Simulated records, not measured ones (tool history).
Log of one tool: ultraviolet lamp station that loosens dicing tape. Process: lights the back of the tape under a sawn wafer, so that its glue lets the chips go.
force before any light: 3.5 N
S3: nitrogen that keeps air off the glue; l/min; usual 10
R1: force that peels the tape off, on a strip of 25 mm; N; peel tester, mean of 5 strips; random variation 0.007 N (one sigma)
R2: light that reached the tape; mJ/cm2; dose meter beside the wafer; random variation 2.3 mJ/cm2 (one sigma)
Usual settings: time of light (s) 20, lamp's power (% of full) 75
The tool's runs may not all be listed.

run 1 hour=0.0 | time_of_light_(s)=20 lamp's_power_(%_of_full)=75 S3=10 | R1=0.248 R2=208
run 2 hour=95.3 | time_of_light_(s)=20 lamp's_power_(%_of_full)=75 S3=10 | R1=0.225 R2=209
run 3 hour=188.6 | time_of_light_(s)=20 lamp's_power_(%_of_full)=75 S3=10 | R1=0.241 R2=210
run 4 hour=275.2 | time_of_light_(s)=20 lamp's_power_(%_of_full)=75 S3=10 | R1=0.241 R2=212
run 5 hour=369.6 | time_of_light_(s)=20 lamp's_power_(%_of_full)=67 S3=10 | R1=0.310 R2=187
run 6 hour=437.0 | time_of_light_(s)=20 lamp's_power_(%_of_full)=67 S3=10 | R1=0.296 R2=190
run 7 hour=537.7 | time_of_light_(s)=20 lamp's_power_(%_of_full)=67 S3=10 | R1=0.310 R2=186
run 8 hour=611.7 | time_of_light_(s)=20 lamp's_power_(%_of_full)=67 S3=10 | R1=0.292 R2=182
run 9 hour=714.7 | time_of_light_(s)=20 lamp's_power_(%_of_full)=75 S3=10 | R1=0.253 R2=212
run 10 hour=793.6 | time_of_light_(s)=11 lamp's_power_(%_of_full)=75 S3=10 | R1=0.703 R2=117
run 11 hour=875.9 | time_of_light_(s)=20 lamp's_power_(%_of_full)=75 S3=10 | R1=0.243 R2=206
run 12 hour=959.0 | time_of_light_(s)=29 lamp's_power_(%_of_full)=75 S3=10 | R1=0.114 R2=303
run 13 hour=1001.8 | time_of_light_(s)=20 lamp's_power_(%_of_full)=75 S3=12 | R1=0.214 R2=206
run 14 hour=1050.8 | time_of_light_(s)=20 lamp's_power_(%_of_full)=70 S3=10 | R1=0.280 R2=197
run 15 hour=1093.3 | time_of_light_(s)=20 lamp's_power_(%_of_full)=70 S3=10 | R1=0.285 R2=192
run 16 hour=1181.6 | time_of_light_(s)=23 lamp's_power_(%_of_full)=65 S3=10 | R1=0.243 R2=206
run 17 hour=1254.6 | time_of_light_(s)=38 lamp's_power_(%_of_full)=78 S3=4 | R1=0.149 R2=410
run 18 hour=1330.2 | time_of_light_(s)=17 lamp's_power_(%_of_full)=68 S3=4 | R1=0.793 R2=160
run 19 hour=1378.7 | time_of_light_(s)=22 lamp's_power_(%_of_full)=84 S3=4 | R1=0.363 R2=254
run 20 hour=1426.2 | time_of_light_(s)=22 lamp's_power_(%_of_full)=84 S3=4 | R1=0.373 R2=260
run 21 hour=1469.6 | time_of_light_(s)=22 lamp's_power_(%_of_full)=84 S3=4 | R1=0.363 R2=254
run 22 hour=1531.5 | time_of_light_(s)=31 lamp's_power_(%_of_full)=84 S3=4 | R1=0.177 R2=360
run 23 hour=1621.0 | time_of_light_(s)=31 lamp's_power_(%_of_full)=84 S3=4 | R1=0.195 R2=363
run 24 hour=1689.4 | time_of_light_(s)=11 lamp's_power_(%_of_full)=89 S3=4 | R1=0.963 R2=136
run 25 hour=1779.9 | time_of_light_(s)=16 lamp's_power_(%_of_full)=75 S3=16 | R1=0.271 R2=166
run 26 hour=1823.8 | time_of_light_(s)=27 lamp's_power_(%_of_full)=75 S3=14 | R1=0.111 R2=280
run 27 hour=1889.4 | time_of_light_(s)=27 lamp's_power_(%_of_full)=64 S3=7 | R1=0.261 R2=240
run 28 hour=1981.8 | time_of_light_(s)=22 lamp's_power_(%_of_full)=64 S3=16 | R1=0.202 R2=194
run 29 hour=2024.0 | time_of_light_(s)=26 lamp's_power_(%_of_full)=74 S3=16 | R1=0.110 R2=270

Taken out of this log: 5 entries between the listed runs. Where each belongs, and how the hidden state differs across it:
Between runs 2 and 3: lamp changed (hour 115.1)
  lamp's light, % of a new lamp's: 99.4 -> 99.9
Between runs 6 and 7: window cleaned of glue's vapour (hour 442.4)
  light that the window lets through, % of a clean one's: 99.8 -> 100
Between runs 16 and 17: window cleaned of glue's vapour (hour 1189.1)
  light that the window lets through, % of a clean one's: 99.8 -> 100
Between runs 21 and 22: lamp changed (hour 1489.2)
  lamp's light, % of a new lamp's: 99.4 -> 100
Between runs 27 and 28: window cleaned of glue's vapour (hour 1935.9)
  light that the window lets through, % of a clean one's: 99.8 -> 100
